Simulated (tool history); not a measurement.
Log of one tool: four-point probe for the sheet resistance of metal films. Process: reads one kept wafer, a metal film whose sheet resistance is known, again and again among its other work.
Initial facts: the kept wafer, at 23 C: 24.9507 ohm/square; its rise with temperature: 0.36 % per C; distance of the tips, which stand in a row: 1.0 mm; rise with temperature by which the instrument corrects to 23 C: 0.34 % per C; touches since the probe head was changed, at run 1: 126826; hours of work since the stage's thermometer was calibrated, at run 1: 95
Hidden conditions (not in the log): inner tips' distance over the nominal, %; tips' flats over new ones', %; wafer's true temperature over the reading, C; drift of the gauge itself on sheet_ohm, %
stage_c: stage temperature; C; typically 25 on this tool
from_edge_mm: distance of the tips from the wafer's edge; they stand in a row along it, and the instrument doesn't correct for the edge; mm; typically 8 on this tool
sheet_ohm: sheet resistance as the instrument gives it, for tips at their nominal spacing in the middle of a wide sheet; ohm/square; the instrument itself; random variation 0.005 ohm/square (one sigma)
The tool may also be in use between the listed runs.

run	hour	stage_c	from_edge_mm	touches since the probe head was changed	hours of work since the stage's thermometer was calibrated	sheet_ohm
1	0	25	8	126826	95	25.346697
2	96.4	25	8	132319	168	25.35839
3	166.3	29	8	136299	221	25.366301
4	241.5	21	8	140589	278	25.333913
5	328.1	26	8	145521	343	25.35884
6	419.5	26	8	150730	413	25.358581
7	483.2	26	8	154357	461	25.362202
8	537.9	25	8	157474	502	25.36799
9	577.4	25	8	159726	532	25.364725
10	672.9	25	8	165168	605	25.363464
11	747.4	25	8	169410	661	25.35991
12	810.8	25	8	173023	709	25.356983
13	875	25	8	176679	758	25.366959
14	938.8	25	8	180315	806	25.362377
15	1026.5	25	8	185312	873	25.360351
# hour 1069.9: new probe head fitted
16	1118.5	25	8	2773	942	25.102743
17	1173.9	25	20	5924	984	24.92961
18	1229.3	25	20	9084	1026	24.94391
19	1272.4	35	8	11541	1058	25.157674
20	1333	35	8	14991	1104	25.151712
21	1394.2	35	8	18479	1151	25.169263
22	1485.8	25	10	23696	1220	25.046579
23	1526.2	25	10	25999	1251	25.04508
24	1596.2	22	8	29989	1304	25.107501
25	1647.9	33	6	32934	1343	25.323064
26	1713.4	33	6	36664	1392	25.322376
27	1800.8	30	14	41644	1459	25.013273
28	1894.3	31	10	46971	1530	25.080673
29	1965.4	19	49	51025	1584	24.904184
30	2057.7	32	8	56282	1653	25.165254
31	2106.9	28	29	59086	1691	24.950011
32	2181.2	34	4	63318	1747	25.781951
33	2221.8	22	20	65633	1778	24.950342
34	2287.5	25	20	69378	1828	24.967801
35	2365.6	24	3	73826	1887	26.331631
36	2412.1	33	4	76473	1922	25.778616
37	2486.3	25	19	80701	1978	24.975923
38	2528.2	30	7	83091	2010	25.225876
# hour 2586.1: stage's thermometer calibrated
39	2596.6	30	7	86957	8	25.289241
40	2671.8	30	7	91240	65	25.304595
41	2763.2	29	7	96448	134	25.302764
42	2808.8	24	67	99051	169	25.007134
43	2859.9	28	8	101958	207	25.231165
44	2942.6	28	8	106672	270	25.23904
45	2993.1	23	9	109549	308	25.171553

Forecast each of these 4 alternatives for the next run:
A	3048.9	23	69	112726	351	?
B	3048.9	22	4	112726	351	?
C	3048.9	22	9	112726	351	?
D	3048.9	23	11	112726	351	?

run	sheet_ohm
A	25.0084
B	25.812869
C	25.176744
D	25.114945
With no hidden state in the tool, these same runs would have given:
run	sheet_ohm
A	24.951326
B	25.75413
C	25.119326
D	25.057648

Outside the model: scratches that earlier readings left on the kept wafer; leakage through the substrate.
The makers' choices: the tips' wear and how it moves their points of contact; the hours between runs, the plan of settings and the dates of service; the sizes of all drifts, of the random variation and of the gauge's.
